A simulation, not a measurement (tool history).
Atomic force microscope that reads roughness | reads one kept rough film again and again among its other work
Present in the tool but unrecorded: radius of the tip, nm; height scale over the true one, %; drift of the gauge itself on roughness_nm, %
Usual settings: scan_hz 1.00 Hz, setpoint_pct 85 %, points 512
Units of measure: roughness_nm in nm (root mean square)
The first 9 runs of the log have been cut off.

run	hour	scan_hz	setpoint_pct	points	pictures with this tip	hours of work since the height scale was calibrated	roughness_nm
10	80.6	1.00	85	512	88	204	3.634
11	88.0	3.32	85	512	100	208	3.189
12	99.2	2.05	85	512	118	213	3.340
13	107.1	0.77	85	512	131	217	3.505
14	114.0	2.20	85	512	143	221	3.223
15	124.7	2.20	85	512	160	226	3.188
16	134.0	2.20	85	512	175	230	3.162
# hour 135.5: new tip fitted
17	144.4	0.92	85	512	15	235	3.914
18	153.0	0.68	85	512	29	239	3.917
19	164.7	0.68	85	512	48	245	3.848
20	171.8	0.68	85	512	60	248	3.809
21	184.1	1.00	85	512	80	254	3.679
22	190.8	1.00	85	414	91	258	3.622
23	199.2	1.00	85	414	104	262	3.578
24	207.7	1.00	85	512	118	266	3.523
25	213.4	1.03	78	344	128	269	3.546
26	223.2	1.03	83	344	144	273	3.456
27	234.4	0.65	58	676	162	279	3.538
# hour 244.3: new tip fitted
28	245.5	0.65	58	351	2	284	4.113

Run 29 has not been measured yet. What should we expect?
29	255.0	0.65	80	282	17	289	?

roughness_nm: 3.988 nm (root mean square)
The same run, on a tool lacking any hidden state, would have yielded roughness_nm 4.072 nm (root mean square).

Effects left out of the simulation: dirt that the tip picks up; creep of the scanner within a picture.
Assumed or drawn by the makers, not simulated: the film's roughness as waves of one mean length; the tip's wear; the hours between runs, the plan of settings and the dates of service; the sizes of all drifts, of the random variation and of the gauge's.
